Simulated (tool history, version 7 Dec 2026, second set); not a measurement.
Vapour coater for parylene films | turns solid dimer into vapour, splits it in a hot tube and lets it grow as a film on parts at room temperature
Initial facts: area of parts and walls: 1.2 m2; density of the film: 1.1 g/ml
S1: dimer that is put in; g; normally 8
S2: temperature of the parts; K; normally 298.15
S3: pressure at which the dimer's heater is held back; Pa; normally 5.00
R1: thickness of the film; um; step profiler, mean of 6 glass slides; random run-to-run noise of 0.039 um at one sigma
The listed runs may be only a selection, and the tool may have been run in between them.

Run 1, hour 0.0: usual settings. Result: R1 4.19 um.
Run 2, hour 8.5: usual settings but S3 8.31 Pa. Result: R1 3.78 um.
Run 3, hour 23.4: usual settings but S3 8.31 Pa. Result: R1 3.71 um.
Run 4, hour 33.9: usual settings but S3 8.31 Pa. Result: R1 3.77 um.
Run 5, hour 46.9: usual settings but S3 9.66 Pa. Result: R1 3.63 um.
Run 6, hour 57.3: usual settings but S3 9.66 Pa. Result: R1 3.60 um.
Run 7, hour 66.3: usual settings. Result: R1 4.11 um.
Run 8, hour 76.7: usual settings. Result: R1 4.09 um.
Run 9, hour 88.1: usual settings but S1 9 g. Result: R1 4.62 um.
Run 10, hour 99.2: usual settings but S1 10 g. Result: R1 5.10 um.
Run 11, hour 107.0: usual settings but S1 9 g. Result: R1 4.66 um.
At hour 112.2: trap's valve overhauled.
Run 12, hour 118.7: usual settings but S1 4 g, S2 299.15 K, S3 11.78 Pa. Result: R1 1.62 um.
Run 13, hour 130.4: usual settings but S1 4 g, S2 299.15 K, S3 11.78 Pa. Result: R1 1.62 um.
Run 14, hour 139.0: usual settings but S1 9 g, S2 290.15 K, S3 10.06 Pa. Result: R1 5.21 um.
At hour 152.1: trap's valve overhauled, once more.
Run 15, hour 156.0: usual settings but S1 6 g, S3 3.79 Pa. Result: R1 3.36 um.
Run 16, hour 166.9: usual settings but S1 9 g. Result: R1 4.75 um.
Run 17, hour 173.0: usual settings but S1 9 g. Result: R1 4.67 um.

Below, each run's measurement less what the same run would have read without the hidden state. Both values contain the same run-to-run variation, but the gauge's scatter may not be the same in both:
Hidden state at play: vapour lost through the trap's worn valve, %; true temperature of the parts over the reading, C; drift of the gauge itself on film_um, %.
run     R1
  1  -0.08
  2  -0.08
  3  -0.08
  4  -0.09
  5  -0.09
  6  -0.10
  7  -0.12
  8  -0.13
  9  -0.15
 10  -0.17
 11  -0.17
 12  -0.08
 13  -0.08
 14  -0.26
 15  -0.04
 16  -0.07
 17  -0.08
